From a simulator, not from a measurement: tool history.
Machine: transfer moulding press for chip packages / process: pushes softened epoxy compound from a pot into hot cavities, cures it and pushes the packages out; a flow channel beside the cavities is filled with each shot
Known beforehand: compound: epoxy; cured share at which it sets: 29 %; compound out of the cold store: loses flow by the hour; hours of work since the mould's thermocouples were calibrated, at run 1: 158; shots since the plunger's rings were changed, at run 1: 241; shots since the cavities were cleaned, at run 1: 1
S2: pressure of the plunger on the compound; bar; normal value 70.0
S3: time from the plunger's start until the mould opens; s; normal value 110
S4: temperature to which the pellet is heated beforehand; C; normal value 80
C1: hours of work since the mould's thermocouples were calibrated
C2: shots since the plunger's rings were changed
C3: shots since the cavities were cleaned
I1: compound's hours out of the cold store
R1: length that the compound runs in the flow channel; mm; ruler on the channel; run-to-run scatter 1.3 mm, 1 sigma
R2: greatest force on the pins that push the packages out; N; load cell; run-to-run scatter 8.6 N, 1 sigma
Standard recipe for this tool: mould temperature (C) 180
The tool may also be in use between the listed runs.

{"run": 1, "day": 0.0, "mould temperature (C)": 180, "S2": 70.0, "S3": 110, "S4": 80, "C1": 158, "C2": 241, "C3": 1, "I1": 37.7, "R1": 551, "R2": 392}
{"run": 2, "day": 0.783, "mould temperature (C)": 180, "S2": 70.0, "S3": 110, "S4": 80, "C1": 168, "C2": 390, "C3": 150, "I1": 35.5, "R1": 555, "R2": 498}
{"run": 3, "day": 1.283, "mould temperature (C)": 180, "S2": 70.0, "S3": 110, "S4": 80, "C1": 174, "C2": 485, "C3": 245, "I1": 29.7, "R1": 566, "R2": 550}
{"run": 4, "day": 2.388, "mould temperature (C)": 180, "S2": 70.0, "S3": 110, "S4": 80, "C1": 188, "C2": 695, "C3": 455, "I1": 36.1, "R1": 552, "R2": 634}
{"day": 2.642, "done": "cavities cleaned with cleaning compound and waxed"}
{"run": 5, "day": 3.517, "mould temperature (C)": 180, "S2": 70.0, "S3": 110, "S4": 80, "C1": 201, "C2": 898, "C3": 166, "I1": 31.8, "R1": 561, "R2": 507}
{"run": 6, "day": 4.446, "mould temperature (C)": 180, "S2": 70.0, "S3": 107, "S4": 80, "C1": 212, "C2": 1075, "C3": 343, "I1": 12.6, "R1": 598, "R2": 663}
{"day": 5.275, "done": "cavities cleaned with cleaning compound and waxed"}
{"run": 7, "day": 5.6, "mould temperature (C)": 180, "S2": 70.0, "S3": 107, "S4": 80, "C1": 225, "C2": 1282, "C3": 61, "I1": 42.9, "R1": 536, "R2": 466}
{"day": 5.771, "done": "mould's thermocouples calibrated"}
{"run": 8, "day": 6.612, "mould temperature (C)": 180, "S2": 70.0, "S3": 107, "S4": 80, "C1": 10, "C2": 1459, "C3": 238, "I1": 13.1, "R1": 596, "R2": 604}
{"run": 9, "day": 7.117, "mould temperature (C)": 180, "S2": 70.0, "S3": 107, "S4": 80, "C1": 17, "C2": 1554, "C3": 333, "I1": 37.5, "R1": 544, "R2": 631}
{"day": 7.479, "done": "mould's thermocouples calibrated, once more"}
{"day": 8.042, "done": "cavities cleaned with cleaning compound and waxed"}
{"run": 10, "day": 8.346, "mould temperature (C)": 180, "S2": 70.0, "S3": 110, "S4": 80, "C1": 10, "C2": 1761, "C3": 58, "I1": 38.2, "R1": 543, "R2": 432}
{"run": 11, "day": 8.829, "mould temperature (C)": 180, "S2": 70.0, "S3": 110, "S4": 86, "C1": 16, "C2": 1853, "C3": 150, "I1": 12.6, "R1": 593, "R2": 514}
{"run": 12, "day": 9.858, "mould temperature (C)": 180, "S2": 70.0, "S3": 110, "S4": 86, "C1": 28, "C2": 2048, "C3": 345, "I1": 40.9, "R1": 536, "R2": 558}
{"day": 10.662, "done": "cavities cleaned with cleaning compound and waxed"}
{"run": 13, "day": 10.892, "mould temperature (C)": 180, "S2": 70.0, "S3": 110, "S4": 86, "C1": 40, "C2": 2233, "C3": 44, "I1": 22.0, "R1": 572, "R2": 411}
{"run": 14, "day": 11.688, "mould temperature (C)": 180, "S2": 70.0, "S3": 110, "S4": 86, "C1": 50, "C2": 2384, "C3": 195, "I1": 20.1, "R1": 577, "R2": 529}
{"run": 15, "day": 12.262, "mould temperature (C)": 179, "S2": 74.2, "S3": 133, "S4": 80, "C1": 57, "C2": 2493, "C3": 304, "I1": 13.4, "R1": 607, "R2": 518}
{"run": 16, "day": 13.092, "mould temperature (C)": 174, "S2": 87.6, "S3": 96, "S4": 85, "C1": 67, "C2": 2651, "C3": 462, "I1": 31.5, "R1": 631, "R2": 1237}
{"day": 13.288, "done": "cavities cleaned with cleaning compound and waxed"}
{"run": 17, "day": 14.217, "mould temperature (C)": 174, "S2": 87.6, "S3": 96, "S4": 85, "C1": 81, "C2": 2853, "C3": 176, "I1": 24.6, "R1": 644, "R2": 1069}
{"run": 18, "day": 15.304, "mould temperature (C)": 177, "S2": 79.3, "S3": 143, "S4": 87, "C1": 94, "C2": 3060, "C3": 383, "I1": 33.8, "R1": 585, "R2": 497}
{"day": 15.925, "done": "cavities cleaned with cleaning compound and waxed"}
{"run": 19, "day": 16.367, "mould temperature (C)": 188, "S2": 83.6, "S3": 120, "S4": 89, "C1": 106, "C2": 3250, "C3": 84, "I1": 13.3, "R1": 621, "R2": 366}
{"day": 16.846, "done": "plunger's sealing rings changed"}
{"run": 20, "day": 17.146, "mould temperature (C)": 173, "S2": 66.7, "S3": 120, "S4": 89, "C1": 114, "C2": 58, "C3": 213, "I1": 46.8, "R1": 537, "R2": 635}

Pick out some run-to-run changes in R1. Of each, how much would a tool without hidden state show as well, from the settings, what came in and chance, and how much is left for the hidden state and any gauge scatter not in both results compared?
The tool's hidden condition here consists of: true mould temperature over the reading, C; pressure that reaches the compound, % of what is set; grip of the stained cavities, % over clean ones'; drift of the gauge itself on flow_mm, %; drift of the gauge itself on push_out_n, %.
Run 6 -> 7: cavities cleaned with cleaning compound and waxed. R1 -62 mm: hidden state -1, all else -61.
Run 18 -> 19: mould temperature (C) 177 -> 188, S2 79.3 -> 83.6, S3 143 -> 120, S4 87 -> 89, cavities cleaned with cleaning compound and waxed. R1 +36 mm: hidden state -3, all else +39.
Run 19 -> 20: mould temperature (C) 188 -> 173, S2 83.6 -> 66.7, plunger's sealing rings changed. R1 -84 mm: hidden state +20, all else -104.
